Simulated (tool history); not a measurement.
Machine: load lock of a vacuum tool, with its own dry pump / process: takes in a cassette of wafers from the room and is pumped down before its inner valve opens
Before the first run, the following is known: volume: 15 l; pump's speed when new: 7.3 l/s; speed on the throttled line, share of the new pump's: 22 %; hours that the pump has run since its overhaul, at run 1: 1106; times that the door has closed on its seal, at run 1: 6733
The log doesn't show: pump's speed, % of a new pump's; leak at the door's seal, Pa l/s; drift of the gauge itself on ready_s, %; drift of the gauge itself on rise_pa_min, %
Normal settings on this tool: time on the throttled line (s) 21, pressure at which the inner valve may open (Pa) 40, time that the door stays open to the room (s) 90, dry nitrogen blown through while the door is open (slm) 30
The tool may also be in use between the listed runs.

run	hour	time on the throttled line (s)	pressure at which the inner valve may open (Pa)	time that the door stays open to the room (s)	dry nitrogen blown through while the door is open (slm)	hours that the pump has run since its overhaul	times that the door has closed on its seal	incoming humidity of the room's air, %	time from the closed door until the inner valve may open (s)	rise of the pressure with all valves shut (Pa/min)
1	0	21	40	90	30	1106	6733	45.9	32.9	0.06
2	210.5	21	40	90	30	1316	7468	42.2	32.6	0.055
3	547.8	21	40	90	30	1653	8646	45.6	33.1	0.057
4	774.3	21	40	90	30	1880	9437	45.9	32.8	0.065
5	1071.4	21	40	90	30	2177	10475	48.5	32.6	0.062
6	1298.7	21	40	90	30	2404	11268	42.3	32.6	0.051
7	1474.1	21	40	59	30	2580	11880	44.5	32.2	0.05
8	1627.9	21	40	59	30	2733	12418	47.3	32.9	0.048
9	1792.8	21	40	59	30	2898	12993	46.7	32.5	0.049
10	2149.2	21	40	59	30	3255	14238	44.7	32.6	0.05
11	2340.8	21	40	59	30	3446	14907	43.6	33	0.046
12	2547.8	21	40	90	30	3653	15630	45.1	32.9	0.057
13	2714.7	21	40	90	30	3820	16213	50.1	32	0.065
14	2925.6	21	40	90	30	4031	16949	42.7	32.5	0.052
15	3150.3	21	35	90	30	4256	17734	45.8	32.7	0.055
16	3461.3	13	80	25	21	4567	18820	46.4	24.8	0.035
17	3738.2	21	75	90	8	4844	19787	47.7	30.9	0.091
18	4033.4	21	75	90	8	5139	20818	44	30.5	0.081
19	4251.8	21	75	144	15	5357	21580	47.4	31.8	0.101
20	4456.4	21	75	144	15	5562	22294	45.2	31.6	0.096
21	4794.6	21	75	144	15	5900	23476	44.3	31.8	0.091
22	5148	21	75	144	15	6253	24709	46.5	31.7	0.093
23	5449.5	21	75	144	15	6555	25762	47.6	31.5	0.102
24	5779.6	21	68	48	15	6885	26915	47.6	31.5	0.052
25	6049.6	21	30	90	30	7155	27858	46.8	33.1	0.062
26	6317.4	22	56	40	13	7423	28793	44.2	33.2	0.047
27	6687	21	53	90	30	7793	30084	47.1	32.1	0.06
28	6983.3	21	53	90	30	8089	31118	45.9	31.9	0.057
29	7235.6	32	33	115	10	8341	31999	44.2	41.5	0.087

Each row is a separate what-if for the run after 29, all from the same tool condition, not one after another. Results?
A	7410.5	32	39	115	7	8516	32610	42.5	?	?
B	7410.5	21	61	85	11	8516	32610	46.6	?	?
C	7410.5	21	40	90	13	8516	32610	44.5	?	?
D	7410.5	21	36	99	30	8516	32610	48.1	?	?

run	time from the closed door until the inner valve may open (s)	rise of the pressure with all valves shut (Pa/min)
A	41.4	0.094
B	31.9	0.077
C	32.5	0.076
D	32.7	0.069
Without the tool's hidden state the same runs would have given:
run	time from the closed door until the inner valve may open (s)	rise of the pressure with all valves shut (Pa/min)
A	41.4	0.093
B	31.9	0.076
C	32.5	0.075
D	32.7	0.068
